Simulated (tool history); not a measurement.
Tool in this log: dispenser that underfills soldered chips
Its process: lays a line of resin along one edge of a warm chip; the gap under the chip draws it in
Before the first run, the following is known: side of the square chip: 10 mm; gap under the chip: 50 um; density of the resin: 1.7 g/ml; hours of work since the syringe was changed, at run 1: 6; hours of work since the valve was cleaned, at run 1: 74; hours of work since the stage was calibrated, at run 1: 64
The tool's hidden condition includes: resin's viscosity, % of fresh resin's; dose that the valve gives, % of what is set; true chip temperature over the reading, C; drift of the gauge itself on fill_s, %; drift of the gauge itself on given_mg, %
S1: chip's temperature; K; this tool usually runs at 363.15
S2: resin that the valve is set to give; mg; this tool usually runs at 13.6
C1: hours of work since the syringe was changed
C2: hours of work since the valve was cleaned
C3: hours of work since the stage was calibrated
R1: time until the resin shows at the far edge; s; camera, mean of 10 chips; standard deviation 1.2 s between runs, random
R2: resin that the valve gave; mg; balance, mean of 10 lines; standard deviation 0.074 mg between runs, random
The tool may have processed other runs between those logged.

run 1 day=0.000 | S1=363.15 S2=13.6 | C1=6 C2=74 C3=64 | R1=160.0 R2=12.61
run 2 day=0.121 | S1=363.15 S2=13.6 | C1=8 C2=76 C3=66 | R1=172.8 R2=12.60
-- day=0.208 new syringe of resin
run 3 day=0.225 | S1=363.15 S2=12.4 | C1=0 C2=77 C3=67 | R1=120.3 R2=11.42
run 4 day=0.383 | S1=363.15 S2=12.4 | C1=3 C2=80 C3=69 | R1=137.1 R2=11.52
run 5 day=0.496 | S1=375.15 S2=13.6 | C1=4 C2=81 C3=71 | R1=103.4 R2=12.54
run 6 day=0.608 | S1=375.15 S2=13.6 | C1=6 C2=83 C3=73 | R1=109.9 R2=12.52
run 7 day=0.696 | S1=375.15 S2=13.6 | C1=7 C2=84 C3=74 | R1=116.3 R2=12.56
run 8 day=0.812 | S1=361.15 S2=13.6 | C1=9 C2=86 C3=76 | R1=199.6 R2=12.34
-- day=0.846 new syringe of resin
run 9 day=0.967 | S1=357.15 S2=13.6 | C1=2 C2=88 C3=78 | R1=153.1 R2=12.53
run 10 day=1.088 | S1=357.15 S2=17.2 | C1=4 C2=90 C3=80 | R1=166.1 R2=15.75
run 11 day=1.233 | S1=352.15 S2=12.0 | C1=6 C2=92 C3=82 | R1=229.5 R2=11.07
run 12 day=1.358 | S1=352.15 S2=12.0 | C1=8 C2=94 C3=84 | R1=252.3 R2=10.83
-- day=1.479 new syringe of resin
run 13 day=1.479 | S1=366.15 S2=12.0 | C1=0 C2=96 C3=85 | R1=108.7 R2=10.95
run 14 day=1.583 | S1=365.15 S2=15.1 | C1=2 C2=97 C3=87 | R1=115.3 R2=13.85
run 15 day=1.721 | S1=357.15 S2=13.0 | C1=4 C2=99 C3=89 | R1=168.9 R2=11.70
-- day=1.850 dispensing valve cleaned and set on the balance
run 16 day=1.867 | S1=357.15 S2=13.0 | C1=5 C2=0 C3=91 | R1=179.1 R2=13.00
run 17 day=1.954 | S1=374.15 S2=14.9 | C1=6 C2=2 C3=92 | R1=111.7 R2=14.96
run 18 day=2.050 | S1=349.15 S2=13.6 | C1=8 C2=3 C3=93 | R1=272.6 R2=13.47
-- day=2.167 new syringe of resin
run 19 day=2.192 | S1=349.15 S2=13.3 | C1=0 C2=5 C3=95 | R1=181.7 R2=13.14

Predict the results of run 20:
run 20 day=2.388 | S1=359.15 S2=13.3 | C1=3 C2=8 C3=98 | R1=? R2=?

R1: 153.3 s
R2: 13.20 mg
Had the tool carried no hidden state, the very same run would have given R1 128.2 s, R2 13.27 mg.
